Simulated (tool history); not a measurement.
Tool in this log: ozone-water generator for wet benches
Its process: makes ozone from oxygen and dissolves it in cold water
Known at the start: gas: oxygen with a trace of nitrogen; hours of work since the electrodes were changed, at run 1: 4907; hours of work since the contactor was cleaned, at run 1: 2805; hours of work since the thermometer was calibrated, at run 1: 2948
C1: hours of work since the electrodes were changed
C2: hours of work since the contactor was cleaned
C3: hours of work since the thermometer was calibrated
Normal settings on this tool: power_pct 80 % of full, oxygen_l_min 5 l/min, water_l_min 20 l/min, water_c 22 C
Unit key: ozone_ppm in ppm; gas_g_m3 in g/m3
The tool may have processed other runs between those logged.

Run 1, hour 0: usual settings; C1 4907; C2 2805; C3 2948. Result: ozone_ppm 18 ppm, gas_g_m3 220.7 g/m3.
Run 2, hour 94.4: usual settings; C1 4977; C2 2875; C3 3018. Result: ozone_ppm 17.8 ppm, gas_g_m3 219.8 g/m3.
Run 3, hour 225.6: usual settings but power_pct 87 % of full; C1 5074; C2 2972; C3 3115. Result: ozone_ppm 18.9 ppm, gas_g_m3 231.6 g/m3.
Run 4, hour 302.7: usual settings but power_pct 87 % of full; C1 5131; C2 3030; C3 3172. Result: ozone_ppm 18.9 ppm, gas_g_m3 230.9 g/m3.
Run 5, hour 383: usual settings but power_pct 87 % of full, water_c 18 C; C1 5191; C2 3089; C3 3232. Result: ozone_ppm 20 ppm, gas_g_m3 227 g/m3.
At hour 391.2: water thermometer calibrated.
Run 6, hour 482.4: usual settings; C1 5264; C2 3162; C3 68. Result: ozone_ppm 17.9 ppm, gas_g_m3 218.9 g/m3.
Run 7, hour 654: usual settings; C1 5392; C2 3290; C3 195. Result: ozone_ppm 17.5 ppm, gas_g_m3 217.8 g/m3.
Run 8, hour 742.3: usual settings but oxygen_l_min 2.61 l/min; C1 5457; C2 3355; C3 260. Result: ozone_ppm 17.8 ppm, gas_g_m3 325.9 g/m3.
At hour 778.4: water thermometer calibrated, once more.
Run 9, hour 827: usual settings but oxygen_l_min 2.61 l/min; C1 5520; C2 3418; C3 36. Result: ozone_ppm 17.8 ppm, gas_g_m3 326.7 g/m3.
Run 10, hour 906.2: usual settings but oxygen_l_min 2.61 l/min, water_c 27 C; C1 5578; C2 3476; C3 95. Result: ozone_ppm 16.8 ppm, gas_g_m3 328.2 g/m3.
Run 11, hour 1041.4: usual settings but oxygen_l_min 3.67 l/min, water_l_min 19 l/min; C1 5679; C2 3577; C3 195. Result: ozone_ppm 18.7 ppm, gas_g_m3 261.8 g/m3.
Run 12, hour 1199.5: usual settings but power_pct 47 % of full, oxygen_l_min 7.12 l/min, water_l_min 24 l/min, water_c 18 C; C1 5796; C2 3694; C3 312. Result: ozone_ppm 10.9 ppm, gas_g_m3 123.1 g/m3.
Run 13, hour 1277: usual settings but water_l_min 21 l/min; C1 5853; C2 3751; C3 370. Result: ozone_ppm 16.5 ppm, gas_g_m3 212.8 g/m3.
Run 14, hour 1447.8: usual settings but water_l_min 25 l/min, water_c 20 C; C1 5980; C2 3878; C3 496. Result: ozone_ppm 14.7 ppm, gas_g_m3 211.7 g/m3.

What differs in the tool's unlogged condition from the final listed run ahead of each entry between runs to the first listed run following it?
From run 5 to run 6: water thermometer calibrated (hour 391.2)
  yield of the discharge, % of new electrodes': 84.1 -> 83.8; contactor's efficiency, % of a clean one's: 90.4 -> 90.2; true water temperature over the reading, C: 0.25 -> 0.32
  measured value less the no-hidden-state value, ozone_ppm: -5.9 -> -5.2 ppm; gas_g_m3: -50.4 -> -46.5 g/m3
From run 8 to run 9: water thermometer calibrated, once more (hour 778.4)
  yield of the discharge, % of new electrodes': 83.2 -> 83; contactor's efficiency, % of a clean one's: 89.7 -> 89.5; true water temperature over the reading, C: 0.34 -> 0.05
  measured value less the no-hidden-state value, ozone_ppm: -5.5 -> -5.5 ppm; gas_g_m3: -72.7 -> -73.8 g/m3

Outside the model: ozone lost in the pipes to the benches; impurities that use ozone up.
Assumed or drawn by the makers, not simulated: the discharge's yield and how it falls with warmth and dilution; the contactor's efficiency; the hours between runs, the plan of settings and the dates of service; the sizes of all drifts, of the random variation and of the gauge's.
